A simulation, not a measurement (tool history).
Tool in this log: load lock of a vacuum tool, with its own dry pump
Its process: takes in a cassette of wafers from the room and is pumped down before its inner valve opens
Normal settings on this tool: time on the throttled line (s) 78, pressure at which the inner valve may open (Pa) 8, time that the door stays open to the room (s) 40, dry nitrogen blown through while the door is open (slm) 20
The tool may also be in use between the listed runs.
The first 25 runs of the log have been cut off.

| run | hour | time on the throttled line (s) | pressure at which the inner valve may open (Pa) | time that the door stays open to the room (s) | dry nitrogen blown through while the door is open (slm) | incoming humidity of the room's air, % | time from the closed door until the inner valve may open (s) | rise of the pressure with all valves shut (Pa/min) |
|---|---|---|---|---|---|---|---|---|
| 26 | 2065.4 | 148 | 12 | 27 | 12 | 46.3 | 169.2 | 0.057 |
| 27 | 2124.4 | 148 | 12 | 27 | 12 | 46.2 | 169.3 | 0.057 |
| 28 | 2213.0 | 124 | 8 | 82 | 20 | 41.4 | 149.1 | 0.065 |
| 29 | 2267.9 | 137 | 8 | 30 | 20 | 43.2 | 160.8 | 0.047 |
| 30 | 2320.6 | 49 | 8 | 40 | 20 | 47.3 | 80.9 | 0.058 |
| 31 | 2421.5 | 49 | 8 | 40 | 20 | 41.5 | 81.2 | 0.057 |
| 32 | 2484.3 | 96 | 12 | 43 | 8 | 43.0 | 122.3 | 0.062 |
| 33 | 2558.9 | 76 | 15 | 43 | 8 | 42.6 | 103.5 | 0.063 |
| 34 | 2669.8 | 76 | 15 | 43 | 8 | 44.7 | 103.1 | 0.063 |
| 35 | 2730.3 | 47 | 7 | 40 | 20 | 41.4 | 79.9 | 0.063 |
| 36 | 2779.8 | 47 | 7 | 40 | 20 | 44.2 | 79.7 | 0.044 |
| 37 | 2859.4 | 78 | 8 | 40 | 11 | 48.0 | 107.7 | 0.067 |

Forecast each of these 4 alternatives for the next run:
| A | 2935.2 | 78 | 8 | 40 | 9 | 42.7 | ? | ? |
| B | 2935.2 | 78 | 8 | 49 | 33 | 45.5 | ? | ? |
| C | 2935.2 | 78 | 15 | 83 | 15 | 42.7 | ? | ? |
| D | 2935.2 | 82 | 8 | 224 | 20 | 47.0 | ? | ? |

| run | time from the closed door until the inner valve may open (s) | rise of the pressure with all valves shut (Pa/min) |
|---|---|---|
| A | 107.4 | 0.062 |
| B | 107.4 | 0.052 |
| C | 105.2 | 0.067 |
| D | 111.5 | 0.085 |
With no hidden state in the tool, these same runs would have given:
| run | time from the closed door until the inner valve may open (s) | rise of the pressure with all valves shut (Pa/min) |
|---|---|---|
| A | 105.1 | 0.045 |
| B | 105.2 | 0.035 |
| C | 103.1 | 0.050 |
| D | 109.3 | 0.068 |
